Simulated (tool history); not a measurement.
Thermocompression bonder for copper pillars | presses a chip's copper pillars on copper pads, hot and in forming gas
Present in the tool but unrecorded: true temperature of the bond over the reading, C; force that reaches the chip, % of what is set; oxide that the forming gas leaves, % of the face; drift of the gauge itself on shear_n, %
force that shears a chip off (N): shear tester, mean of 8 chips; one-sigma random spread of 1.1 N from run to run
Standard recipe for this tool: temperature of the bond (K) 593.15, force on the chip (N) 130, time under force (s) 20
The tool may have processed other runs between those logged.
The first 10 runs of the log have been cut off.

| run | hour | temperature of the bond (K) | force on the chip (N) | time under force (s) | hours of work since the heater was calibrated | hours of work since the force cell was calibrated | hours of work since the gas filter was changed | force that shears a chip off (N) |
|---|---|---|---|---|---|---|---|---|
| 11 | 66.3 | 593.15 | 130 | 20 | 125 | 245 | 97 | 85.3 |
| 12 | 72.7 | 593.15 | 130 | 20 | 129 | 250 | 101 | 86.7 |
| 13 | 79.6 | 593.15 | 130 | 20 | 134 | 254 | 106 | 88.1 |
| 14 | 84.8 | 593.15 | 130 | 20 | 138 | 258 | 109 | 84.2 |
|  | 90.2 | forming gas filter changed |
| 15 | 92.1 | 619.15 | 130 | 20 | 142 | 262 | 1 | 111.1 |
| 16 | 98.7 | 593.15 | 180 | 20 | 147 | 267 | 6 | 113.1 |
| 17 | 108.0 | 593.15 | 180 | 20 | 153 | 273 | 12 | 114.9 |
| 18 | 117.2 | 593.15 | 180 | 56 | 159 | 279 | 18 | 131.4 |
| 19 | 121.6 | 593.15 | 180 | 56 | 162 | 282 | 21 | 130.7 |
| 20 | 130.6 | 582.15 | 122 | 21 | 168 | 288 | 27 | 82.7 |
| 21 | 140.0 | 604.15 | 122 | 21 | 174 | 295 | 34 | 95.6 |

What does the tool deliver on the next run?
| 22 | 149.2 | 590.15 | 100 | 21 | 181 | 301 | 40 | ? |

Run 22 gave force that shears a chip off (N) 73.4.
Without the tool's hidden state the same run would have given force that shears a chip off (N) 80.0.
